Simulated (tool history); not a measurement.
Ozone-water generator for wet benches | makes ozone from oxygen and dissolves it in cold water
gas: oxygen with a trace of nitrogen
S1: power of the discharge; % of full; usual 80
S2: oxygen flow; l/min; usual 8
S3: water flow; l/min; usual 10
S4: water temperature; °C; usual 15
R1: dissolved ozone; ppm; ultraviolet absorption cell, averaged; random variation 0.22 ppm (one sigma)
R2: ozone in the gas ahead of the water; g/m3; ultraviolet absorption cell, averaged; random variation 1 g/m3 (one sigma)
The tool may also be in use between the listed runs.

{"run": 1, "hour": 0.0, "S1": 80, "S2": 8, "S3": 10, "S4": 15, "R1": 31.9, "R2": 171}
{"run": 2, "hour": 52.4, "S1": 80, "S2": 8, "S3": 10, "S4": 15, "R1": 31.8, "R2": 172.6}
{"run": 3, "hour": 90.8, "S1": 80, "S2": 8, "S3": 10, "S4": 15, "R1": 31.6, "R2": 174.8}
{"run": 4, "hour": 115.5, "S1": 44, "S2": 8, "S3": 10, "S4": 15, "R1": 19.3, "R2": 106.1}
{"run": 5, "hour": 142.5, "S1": 80, "S2": 8, "S3": 10, "S4": 15, "R1": 32.1, "R2": 173.5}
{"run": 6, "hour": 171.2, "S1": 80, "S2": 8, "S3": 10, "S4": 15, "R1": 32, "R2": 172.7}
{"run": 7, "hour": 203.3, "S1": 80, "S2": 8, "S3": 10, "S4": 15, "R1": 31.8, "R2": 173.9}
{"run": 8, "hour": 233.1, "S1": 80, "S2": 8, "S3": 10, "S4": 15, "R1": 31.8, "R2": 173.9}
{"run": 9, "hour": 259.2, "S1": 80, "S2": 8, "S3": 10, "S4": 15, "R1": 32.1, "R2": 173.1}
{"run": 10, "hour": 313.3, "S1": 80, "S2": 8, "S3": 10, "S4": 15, "R1": 31.6, "R2": 172.2}
{"run": 11, "hour": 365.1, "S1": 80, "S2": 8, "S3": 12, "S4": 15, "R1": 29, "R2": 170.6}
{"run": 12, "hour": 387.1, "S1": 80, "S2": 8, "S3": 12, "S4": 15, "R1": 29.2, "R2": 173.4}
{"run": 13, "hour": 414.4, "S1": 80, "S2": 9.47, "S3": 12, "S4": 15, "R1": 28.5, "R2": 160.1}
{"run": 14, "hour": 446.4, "S1": 80, "S2": 8, "S3": 10, "S4": 15, "R1": 31.6, "R2": 171.9}
{"run": 15, "hour": 468.3, "S1": 80, "S2": 8, "S3": 10, "S4": 14, "R1": 32.4, "R2": 173}
{"run": 16, "hour": 495.9, "S1": 80, "S2": 8, "S3": 10, "S4": 14, "R1": 32.4, "R2": 174}
{"run": 17, "hour": 533.4, "S1": 80, "S2": 8, "S3": 10, "S4": 14, "R1": 32, "R2": 172.9}
{"run": 18, "hour": 584.0, "S1": 80, "S2": 8, "S3": 10, "S4": 14, "R1": 32.1, "R2": 172}
{"run": 19, "hour": 636.0, "S1": 80, "S2": 8, "S3": 9, "S4": 18, "R1": 30.5, "R2": 171.3}
{"run": 20, "hour": 662.9, "S1": 85, "S2": 11.17, "S3": 10, "S4": 15, "R1": 31.3, "R2": 156.8}
{"run": 21, "hour": 697.7, "S1": 85, "S2": 11.17, "S3": 10, "S4": 15, "R1": 31.1, "R2": 156.9}
{"run": 22, "hour": 731.4, "S1": 97, "S2": 8, "S3": 10, "S4": 8, "R1": 43, "R2": 201.8}
{"run": 23, "hour": 781.7, "S1": 80, "S2": 8, "S3": 15, "S4": 21, "R1": 22.8, "R2": 170.4}
{"run": 24, "hour": 806.3, "S1": 65, "S2": 6.21, "S3": 12, "S4": 16, "R1": 24, "R2": 159.5}
{"run": 25, "hour": 852.6, "S1": 65, "S2": 6.21, "S3": 12, "S4": 16, "R1": 24.2, "R2": 160.8}
{"run": 26, "hour": 902.2, "S1": 57, "S2": 5.41, "S3": 13, "S4": 12, "R1": 22, "R2": 151.4}
{"run": 27, "hour": 930.9, "S1": 87, "S2": 8, "S3": 10, "S4": 15, "R1": 33.4, "R2": 183.6}
{"run": 28, "hour": 960.7, "S1": 87, "S2": 8, "S3": 10, "S4": 15, "R1": 33.2, "R2": 182}
{"run": 29, "hour": 1007.7, "S1": 87, "S2": 9.1, "S3": 10, "S4": 15, "R1": 33, "R2": 173.5}
{"run": 30, "hour": 1046.3, "S1": 60, "S2": 9.1, "S3": 10, "S4": 15, "R1": 24.4, "R2": 128}
{"run": 31, "hour": 1074.8, "S1": 60, "S2": 9.1, "S3": 10, "S4": 15, "R1": 24.4, "R2": 128.3}
{"run": 32, "hour": 1125.6, "S1": 68, "S2": 9.1, "S3": 9, "S4": 16, "R1": 27.5, "R2": 140.9}
{"run": 33, "hour": 1154.3, "S1": 97, "S2": 8.5, "S3": 10, "S4": 20, "R1": 31.8, "R2": 194.9}

3 ways to go on from here, each from the tool as it stands after run 33. What would each give?
{"run": "A", "hour": 1199.2, "S1": 46, "S2": 8.5, "S3": 8, "S4": 15, "R1": "?", "R2": "?"}
{"run": "B", "hour": 1199.2, "S1": 97, "S2": 6.3, "S3": 10, "S4": 19, "R1": "?", "R2": "?"}
{"run": "C", "hour": 1199.2, "S1": 44, "S2": 13.85, "S3": 15, "S4": 15, "R1": "?", "R2": "?"}

run=A R1=21.9 R2=105.5
run=B R1=34.2 R2=220.8
run=C R1=15.1 R2=82.7
Without the tool's hidden state the same runs would have given:
run=A R1=23.1 R2=108.4
run=B R1=37.1 R2=233.1
run=C R1=16 R2=84.9
